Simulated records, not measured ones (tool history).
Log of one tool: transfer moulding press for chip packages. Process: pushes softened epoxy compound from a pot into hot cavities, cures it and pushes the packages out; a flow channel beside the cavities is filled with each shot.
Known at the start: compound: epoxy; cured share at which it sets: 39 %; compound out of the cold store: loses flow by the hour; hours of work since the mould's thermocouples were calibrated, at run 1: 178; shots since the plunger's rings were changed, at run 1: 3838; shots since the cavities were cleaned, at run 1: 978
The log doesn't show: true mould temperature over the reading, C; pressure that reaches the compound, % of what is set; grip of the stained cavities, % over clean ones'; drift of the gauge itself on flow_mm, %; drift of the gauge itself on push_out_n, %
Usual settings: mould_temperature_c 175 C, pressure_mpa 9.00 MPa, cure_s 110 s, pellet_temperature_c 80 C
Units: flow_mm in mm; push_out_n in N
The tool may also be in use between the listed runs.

run	hour	mould_temperature_c	pressure_mpa	cure_s	pellet_temperature_c	hours of work since the mould's thermocouples were calibrated	shots since the plunger's rings were changed	shots since the cavities were cleaned	incoming compound's hours out of the cold store	flow_mm	push_out_n
1	0.0	175	9.00	110	80	178	3838	978	19.5	756	403
# hour 16.0: cavities cleaned with cleaning compound and waxed
# hour 26.5: plunger's sealing rings changed
2	36.9	175	9.00	110	80	200	125	222	10.8	825	485
3	101.3	175	9.00	110	80	242	907	1004	46.1	703	454
# hour 119.8: cavities cleaned with cleaning compound and waxed
4	161.5	175	9.00	110	80	281	1619	506	16.4	786	330
5	209.2	175	9.00	110	80	312	2196	1083	44.6	702	388
# hour 215.8: cavities cleaned with cleaning compound and waxed
# hour 268.8: cavities cleaned with cleaning compound and waxed, once more
6	268.8	175	9.00	110	74	350	2883	0	10.7	790	215
7	316.3	175	9.00	110	74	381	3458	575	32.6	711	334
8	354.8	175	9.00	110	82	406	3925	1042	43.1	695	370
# hour 365.8: cavities cleaned with cleaning compound and waxed
# hour 374.1: plunger's sealing rings changed
9	417.7	175	9.00	110	82	445	528	598	13.4	801	351
10	449.5	175	9.00	110	82	466	914	984	12.0	808	407
# hour 468.3: cavities cleaned with cleaning compound and waxed
11	482.6	175	9.00	110	82	487	1297	174	10.7	801	266
12	526.8	175	9.00	110	82	516	1832	709	18.6	777	356
# hour 566.2: cavities cleaned with cleaning compound and waxed
13	581.2	175	9.00	110	82	551	2474	182	35.4	725	261
14	629.3	175	9.00	110	82	583	3057	765	26.0	743	366
# hour 662.2: cavities cleaned with cleaning compound and waxed
15	688.8	180	8.30	110	71	621	3760	322	30.4	686	272
# hour 723.5: plunger's sealing rings changed
16	757.1	170	8.30	110	71	665	408	1120	41.0	716	499
# hour 763.5: cavities cleaned with cleaning compound and waxed
# hour 805.6: mould's thermocouples calibrated
17	815.1	170	8.30	110	71	6	1068	601	29.9	738	476
18	850.8	178	9.00	105	71	30	1501	1034	31.0	742	398
# hour 864.2: cavities cleaned with cleaning compound and waxed
19	912.2	181	7.22	125	86	69	2227	581	22.9	670	298
20	952.1	181	7.22	125	86	96	2711	1065	22.1	659	328
# hour 961.4: cavities cleaned with cleaning compound and waxed
21	1012.6	177	10.44	104	86	135	3426	620	25.1	786	353
# hour 1060.8: cavities cleaned with cleaning compound and waxed
22	1065.5	179	10.44	93	90	169	4049	56	42.1	740	244
# hour 1073.9: plunger's sealing rings changed
23	1111.5	179	10.44	93	90	197	456	584	44.5	758	353
# hour 1159.6: cavities cleaned with cleaning compound and waxed
24	1175.8	175	10.62	110	80	239	1217	197	34.8	800	252
25	1228.4	172	10.08	110	80	273	1855	835	8.1	870	441
# hour 1257.1: cavities cleaned with cleaning compound and waxed
26	1266.7	167	8.46	110	80	298	2301	116	27.8	753	360

4 ways to go on from here, each from the tool as it stands after run 26. What would each give?
A	1307.9	174	9.00	110	80	325	2800	615	39.6	?	?
B	1307.9	172	8.46	110	80	325	2800	615	11.4	?	?
C	1307.9	171	8.46	107	80	325	2800	615	18.9	?	?
D	1307.9	167	10.86	110	86	325	2800	615	8.2	?	?

run	flow_mm	push_out_n
A	706	356
B	770	418
C	743	456
D	898	568
Without the tool's hidden state the same runs would have given:
run	flow_mm	push_out_n
A	734	211
B	799	252
C	772	275
D	933	346

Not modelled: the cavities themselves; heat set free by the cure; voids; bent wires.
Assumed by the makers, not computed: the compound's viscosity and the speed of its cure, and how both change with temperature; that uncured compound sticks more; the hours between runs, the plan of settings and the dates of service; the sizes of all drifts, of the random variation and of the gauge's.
